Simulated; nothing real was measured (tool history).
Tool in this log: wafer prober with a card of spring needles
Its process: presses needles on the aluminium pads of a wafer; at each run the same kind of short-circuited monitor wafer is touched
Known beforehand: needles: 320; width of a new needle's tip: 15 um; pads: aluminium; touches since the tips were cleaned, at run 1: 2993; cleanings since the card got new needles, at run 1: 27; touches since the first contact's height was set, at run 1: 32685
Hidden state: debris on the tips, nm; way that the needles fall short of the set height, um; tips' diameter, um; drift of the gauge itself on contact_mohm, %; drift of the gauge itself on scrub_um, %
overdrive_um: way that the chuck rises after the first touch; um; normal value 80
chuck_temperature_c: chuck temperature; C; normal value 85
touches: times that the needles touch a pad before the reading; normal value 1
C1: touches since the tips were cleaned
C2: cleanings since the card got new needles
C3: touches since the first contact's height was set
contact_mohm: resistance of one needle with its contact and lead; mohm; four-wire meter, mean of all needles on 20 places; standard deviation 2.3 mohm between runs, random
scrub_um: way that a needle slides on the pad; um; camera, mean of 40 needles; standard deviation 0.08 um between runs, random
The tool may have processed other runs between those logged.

run 1 hour=0.0 | overdrive_um=80 chuck_temperature_c=85 touches=1 | C1=2993 C2=27 C3=32685 | contact_mohm=257 scrub_um=20.54
-- hour=1.6 tips cleaned on abrasive film
run 2 hour=9.6 | overdrive_um=80 chuck_temperature_c=85 touches=1 | C1=1675 C2=28 C3=34684 | contact_mohm=253 scrub_um=20.66
-- hour=17.0 tips cleaned on abrasive film
run 3 hour=22.8 | overdrive_um=93 chuck_temperature_c=85 touches=1 | C1=1218 C2=29 C3=37440 | contact_mohm=252 scrub_um=24.00
-- hour=33.5 tips cleaned on abrasive film
run 4 hour=35.3 | overdrive_um=93 chuck_temperature_c=85 touches=1 | C1=378 C2=30 C3=40054 | contact_mohm=253 scrub_um=24.10
run 5 hour=44.7 | overdrive_um=93 chuck_temperature_c=85 touches=1 | C1=2353 C2=30 C3=42029 | contact_mohm=249 scrub_um=23.88
-- hour=49.4 tips cleaned on abrasive film
run 6 hour=53.9 | overdrive_um=80 chuck_temperature_c=85 touches=1 | C1=940 C2=31 C3=43943 | contact_mohm=254 scrub_um=20.76
-- hour=65.6 tips cleaned on abrasive film
run 7 hour=67.0 | overdrive_um=80 chuck_temperature_c=85 touches=1 | C1=293 C2=32 C3=46699 | contact_mohm=257 scrub_um=20.59
run 8 hour=77.1 | overdrive_um=84 chuck_temperature_c=85 touches=1 | C1=2415 C2=32 C3=48821 | contact_mohm=252 scrub_um=21.72
-- hour=81.4 tips cleaned on abrasive film
run 9 hour=88.4 | overdrive_um=84 chuck_temperature_c=85 touches=1 | C1=1463 C2=33 C3=51175 | contact_mohm=256 scrub_um=21.56
-- hour=97.0 tips cleaned on abrasive film
run 10 hour=106.5 | overdrive_um=84 chuck_temperature_c=85 touches=1 | C1=2007 C2=34 C3=54972 | contact_mohm=255 scrub_um=21.49
-- hour=113.0 tips cleaned on abrasive film
run 11 hour=121.9 | overdrive_um=80 chuck_temperature_c=85 touches=1 | C1=1884 C2=35 C3=58192 | contact_mohm=254 scrub_um=20.50
-- hour=128.6 tips cleaned on abrasive film
run 12 hour=137.6 | overdrive_um=80 chuck_temperature_c=85 touches=1 | C1=1909 C2=36 C3=61486 | contact_mohm=260 scrub_um=20.56
-- hour=144.2 tips cleaned on abrasive film
run 13 hour=150.1 | overdrive_um=80 chuck_temperature_c=85 touches=1 | C1=1234 C2=37 C3=64085 | contact_mohm=254 scrub_um=20.46
-- hour=151.3 height of the first contact set anew
-- hour=160.2 tips cleaned on abrasive film
run 14 hour=167.0 | overdrive_um=80 chuck_temperature_c=85 touches=1 | C1=1434 C2=38 C3=3292 | contact_mohm=254 scrub_um=20.58
-- hour=176.3 tips cleaned on abrasive film
run 15 hour=183.0 | overdrive_um=80 chuck_temperature_c=85 touches=1 | C1=1407 C2=39 C3=6638 | contact_mohm=258 scrub_um=20.44
-- hour=192.6 tips cleaned on abrasive film
run 16 hour=201.3 | overdrive_um=74 chuck_temperature_c=85 touches=1 | C1=1824 C2=40 C3=10458 | contact_mohm=254 scrub_um=19.03
-- hour=208.6 tips cleaned on abrasive film
run 17 hour=212.1 | overdrive_um=74 chuck_temperature_c=85 touches=1 | C1=730 C2=41 C3=12712 | contact_mohm=254 scrub_um=19.11
-- hour=224.4 tips cleaned on abrasive film
run 18 hour=229.3 | overdrive_um=98 chuck_temperature_c=58 touches=1 | C1=1038 C2=42 C3=16328 | contact_mohm=241 scrub_um=24.96
-- hour=239.8 tips cleaned on abrasive film
run 19 hour=239.8 | overdrive_um=79 chuck_temperature_c=55 touches=1 | C1=0 C2=43 C3=18512 | contact_mohm=246 scrub_um=20.25
run 20 hour=252.3 | overdrive_um=80 chuck_temperature_c=85 touches=2 | C1=2626 C2=43 C3=21138 | contact_mohm=256 scrub_um=20.56
-- hour=255.7 tips cleaned on abrasive film
run 21 hour=269.6 | overdrive_um=79 chuck_temperature_c=39 touches=2 | C1=2938 C2=44 C3=24769 | contact_mohm=243 scrub_um=20.17
-- hour=271.8 tips cleaned on abrasive film
run 22 hour=283.8 | overdrive_um=80 chuck_temperature_c=38 touches=2 | C1=2514 C2=45 C3=27731 | contact_mohm=240 scrub_um=20.52
-- hour=287.5 tips cleaned on abrasive film
run 23 hour=301.5 | overdrive_um=80 chuck_temperature_c=38 touches=2 | C1=2955 C2=46 C3=31447 | contact_mohm=242 scrub_um=20.39
-- hour=303.3 tips cleaned on abrasive film
run 24 hour=309.3 | overdrive_um=80 chuck_temperature_c=38 touches=2 | C1=1271 C2=47 C3=33063 | contact_mohm=246 scrub_um=20.38
-- hour=318.7 tips cleaned on abrasive film
run 25 hour=325.0 | overdrive_um=80 chuck_temperature_c=38 touches=2 | C1=1321 C2=48 C3=36355 | contact_mohm=248 scrub_um=20.45
-- hour=334.4 tips cleaned on abrasive film
run 26 hour=335.3 | overdrive_um=80 chuck_temperature_c=38 touches=2 | C1=187 C2=49 C3=38496 | contact_mohm=244 scrub_um=20.40

How would selected steps in scrub_um from run to run divide? Give the signed amount a tool lacking its hidden state would still show from settings, what came in and random variation, and the signed amount left for the hidden state, including any gauge scatter that is not in both of the compared results.
Run 9 -> 10: tips cleaned on abrasive film. scrub_um -0.07 um: hidden state -0.03, all else -0.04.
Run 17 -> 18: overdrive_um 74 -> 98, chuck_temperature_c 85 -> 58, tips cleaned on abrasive film. scrub_um +5.85 um: hidden state -0.07, all else +5.92.
Run 18 -> 19: overdrive_um 98 -> 79, chuck_temperature_c 58 -> 55, tips cleaned on abrasive film. scrub_um -4.71 um: hidden state +0.03, all else -4.74.

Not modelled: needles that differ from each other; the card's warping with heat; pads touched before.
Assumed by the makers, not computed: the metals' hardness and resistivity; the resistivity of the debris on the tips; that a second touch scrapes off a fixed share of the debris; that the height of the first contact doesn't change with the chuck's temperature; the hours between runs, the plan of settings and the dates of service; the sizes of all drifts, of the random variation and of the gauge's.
